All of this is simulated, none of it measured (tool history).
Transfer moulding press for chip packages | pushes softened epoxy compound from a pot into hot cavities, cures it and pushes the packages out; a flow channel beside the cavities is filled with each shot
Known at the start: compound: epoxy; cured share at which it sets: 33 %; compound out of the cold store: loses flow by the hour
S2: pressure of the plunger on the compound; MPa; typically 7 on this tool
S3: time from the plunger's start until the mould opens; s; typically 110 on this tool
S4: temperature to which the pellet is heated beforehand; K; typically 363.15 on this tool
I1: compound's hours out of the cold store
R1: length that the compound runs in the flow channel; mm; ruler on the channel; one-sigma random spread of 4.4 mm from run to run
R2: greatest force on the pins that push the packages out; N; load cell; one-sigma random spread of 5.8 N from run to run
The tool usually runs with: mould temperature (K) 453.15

run 1 hour=0 | mould_temperature_(K)=453.15 S2=7 S3=110 S4=363.15 | I1=38.9 | R1=562 R2=250
run 2 hour=13 | mould_temperature_(K)=453.15 S2=7 S3=110 S4=363.15 | I1=13.9 | R1=623 R2=347
run 3 hour=38 | mould_temperature_(K)=454.15 S2=7 S3=110 S4=363.15 | I1=11.7 | R1=621 R2=377
run 4 hour=50.3 | mould_temperature_(K)=453.15 S2=7 S3=110 S4=358.15 | I1=36.7 | R1=567 R2=398
-- hour=65.6 cavities cleaned with cleaning compound and waxed
run 5 hour=77.6 | mould_temperature_(K)=453.15 S2=7 S3=110 S4=363.15 | I1=38.5 | R1=567 R2=530
run 6 hour=98.4 | mould_temperature_(K)=453.15 S2=7 S3=119 S4=363.15 | I1=22.9 | R1=598 R2=483
run 7 hour=115.2 | mould_temperature_(K)=453.15 S2=7 S3=119 S4=367.15 | I1=36 | R1=563 R2=457
-- hour=129.2 cavities cleaned with cleaning compound and waxed, once more
run 8 hour=139 | mould_temperature_(K)=453.15 S2=7 S3=110 S4=363.15 | I1=43 | R1=546 R2=271
run 9 hour=162.7 | mould_temperature_(K)=453.15 S2=7 S3=110 S4=363.15 | I1=31.3 | R1=568 R2=392
run 10 hour=187.9 | mould_temperature_(K)=453.15 S2=7 S3=110 S4=363.15 | I1=34.3 | R1=560 R2=431
-- hour=202.9 cavities cleaned with cleaning compound and waxed
run 11 hour=208.1 | mould_temperature_(K)=453.15 S2=6.9 S3=94 S4=363.15 | I1=25.3 | R1=580 R2=313
run 12 hour=232.7 | mould_temperature_(K)=453.15 S2=7.21 S3=110 S4=363.15 | I1=24.7 | R1=590 R2=376
run 13 hour=258.4 | mould_temperature_(K)=453.15 S2=7.21 S3=110 S4=363.15 | I1=27.7 | R1=579 R2=436
-- hour=275.3 cavities cleaned with cleaning compound and waxed
run 14 hour=276.1 | mould_temperature_(K)=460.15 S2=7 S3=110 S4=363.15 | I1=26.1 | R1=556 R2=196
run 15 hour=287 | mould_temperature_(K)=460.15 S2=5.75 S3=110 S4=363.15 | I1=25.7 | R1=504 R2=249
run 16 hour=306.4 | mould_temperature_(K)=460.15 S2=6.29 S3=149 S4=363.15 | I1=11.3 | R1=558 R2=324
run 17 hour=330 | mould_temperature_(K)=453.15 S2=6.66 S3=110 S4=363.15 | I1=42.7 | R1=523 R2=408

What if the next run were any one of these 5? Each begins from the tool's condition after run 17:
-- hour=348.8 cavities cleaned with cleaning compound and waxed
run A hour=357.6 | mould_temperature_(K)=447.15 S2=6.66 S3=132 S4=363.15 | I1=21.8 | R1=? R2=?
-- hour=348.8 cavities cleaned with cleaning compound and waxed
run B hour=357.6 | mould_temperature_(K)=456.15 S2=6.66 S3=134 S4=361.15 | I1=28.3 | R1=? R2=?
-- hour=348.8 cavities cleaned with cleaning compound and waxed
run C hour=357.6 | mould_temperature_(K)=461.15 S2=7.99 S3=131 S4=363.15 | I1=22.8 | R1=? R2=?
-- hour=348.8 cavities cleaned with cleaning compound and waxed
run D hour=357.6 | mould_temperature_(K)=454.15 S2=7 S3=96 S4=363.15 | I1=46.2 | R1=? R2=?
-- hour=348.8 cavities cleaned with cleaning compound and waxed
run E hour=357.6 | mould_temperature_(K)=447.15 S2=6.66 S3=144 S4=356.15 | I1=29.1 | R1=? R2=?

run=A R1=591 R2=269
run=B R1=544 R2=244
run=C R1=595 R2=228
run=D R1=526 R2=297
run=E R1=578 R2=269
With the hidden condition removed and each run's random variation left untouched, the same runs would have given:
run=A R1=620 R2=219
run=B R1=570 R2=194
run=C R1=623 R2=180
run=D R1=551 R2=243
run=E R1=606 R2=219

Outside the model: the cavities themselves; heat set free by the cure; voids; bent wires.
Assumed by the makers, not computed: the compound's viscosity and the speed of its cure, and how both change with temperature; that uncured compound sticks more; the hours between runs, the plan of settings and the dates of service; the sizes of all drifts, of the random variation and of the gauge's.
